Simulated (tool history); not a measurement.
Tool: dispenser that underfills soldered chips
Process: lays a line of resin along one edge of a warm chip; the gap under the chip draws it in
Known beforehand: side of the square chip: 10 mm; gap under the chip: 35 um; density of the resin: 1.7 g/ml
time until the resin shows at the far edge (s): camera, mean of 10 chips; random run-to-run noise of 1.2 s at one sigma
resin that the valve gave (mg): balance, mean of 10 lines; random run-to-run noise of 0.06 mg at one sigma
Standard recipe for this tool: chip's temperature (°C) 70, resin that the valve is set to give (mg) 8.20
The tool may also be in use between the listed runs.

run,hour,chip's temperature (°C),resin that the valve is set to give (mg),time until the resin shows at the far edge (s),resin that the valve gave (mg)
1,0.0,70,8.20,131.7,7.31
# hour 4.8: new syringe of resin
# hour 13.3: new syringe of resin
2,14.9,70,8.20,126.0,7.15
# hour 21.7: new syringe of resin
3,26.5,70,8.20,141.5,7.10
# hour 29.5: new syringe of resin
# hour 33.8: dispensing valve cleaned and set on the balance
# hour 39.0: new syringe of resin
4,45.2,70,9.46,136.8,9.49
# hour 47.6: new syringe of resin
# hour 55.7: new syringe of resin
# hour 63.3: new syringe of resin
5,63.6,70,9.46,106.4,9.27
# hour 71.1: new syringe of resin
6,76.0,70,8.20,135.6,8.05
# hour 79.0: new syringe of resin
# hour 87.2: new syringe of resin
7,90.4,70,8.20,124.0,7.94
# hour 94.8: new syringe of resin
# hour 102.4: new syringe of resin
8,103.5,70,8.20,119.0,7.80
# hour 111.3: new syringe of resin
9,116.2,70,8.00,134.6,7.52
# hour 119.8: new syringe of resin
# hour 127.5: new syringe of resin
10,127.5,67,8.20,123.3,7.68
# hour 135.8: new syringe of resin
# hour 144.0: new syringe of resin
11,144.6,67,8.20,129.2,7.60
# hour 152.3: new syringe of resin
12,155.3,70,10.13,118.3,9.27
# hour 160.4: new syringe of resin
13,165.1,77,8.58,102.4,7.78
# hour 168.6: new syringe of resin
# hour 176.3: new syringe of resin
14,179.7,60,8.08,188.4,7.35
# hour 184.4: new syringe of resin
# hour 192.3: new syringe of resin
15,195.1,60,8.08,185.5,7.20
# hour 200.5: new syringe of resin
# hour 209.5: new syringe of resin
16,211.2,69,7.90,125.7,6.92
# hour 217.3: new syringe of resin
17,220.4,75,10.16,100.2,8.85
# hour 225.3: new syringe of resin
# hour 227.4: dispensing valve cleaned and set on the balance
# hour 234.5: new syringe of resin
18,234.5,75,10.16,86.2,10.06
# hour 242.4: new syringe of resin
19,242.4,85,9.59,60.4,9.50
# hour 245.9: stage's temperature calibrated
# hour 251.5: new syringe of resin
20,257.9,63,8.78,187.2,8.73
# hour 259.2: new syringe of resin
# hour 267.7: new syringe of resin
# hour 276.2: new syringe of resin
21,276.5,64,8.78,143.4,8.56

Some steps in time until the resin shows at the far edge (s) between neighbouring runs. How much of each would the tool show without its hidden state too (settings, what came in, random variation), and how much is left for the hidden state, with any gauge scatter that isn't in both results?
The hidden state here: resin's viscosity, % of fresh resin's; dose that the valve gives, % of what is set; true chip temperature over the reading, C; drift of the gauge itself on fill_s, %; drift of the gauge itself on given_mg, %.
Run 13 -> 14: chip's temperature (°C) 77 -> 60, resin that the valve is set to give (mg) 8.58 -> 8.08, new syringe of resin, new syringe of resin. time until the resin shows at the far edge (s) +86.0: hidden state +2.9, all else +83.1.
Run 19 -> 20: chip's temperature (°C) 85 -> 63, resin that the valve is set to give (mg) 9.59 -> 8.78, stage's temperature calibrated, new syringe of resin. time until the resin shows at the far edge (s) +126.8: hidden state +45.9, all else +80.9.
Run 20 -> 21: chip's temperature (°C) 63 -> 64, new syringe of resin, new syringe of resin, new syringe of resin. time until the resin shows at the far edge (s) -43.8: hidden state -38.2, all else -5.6.

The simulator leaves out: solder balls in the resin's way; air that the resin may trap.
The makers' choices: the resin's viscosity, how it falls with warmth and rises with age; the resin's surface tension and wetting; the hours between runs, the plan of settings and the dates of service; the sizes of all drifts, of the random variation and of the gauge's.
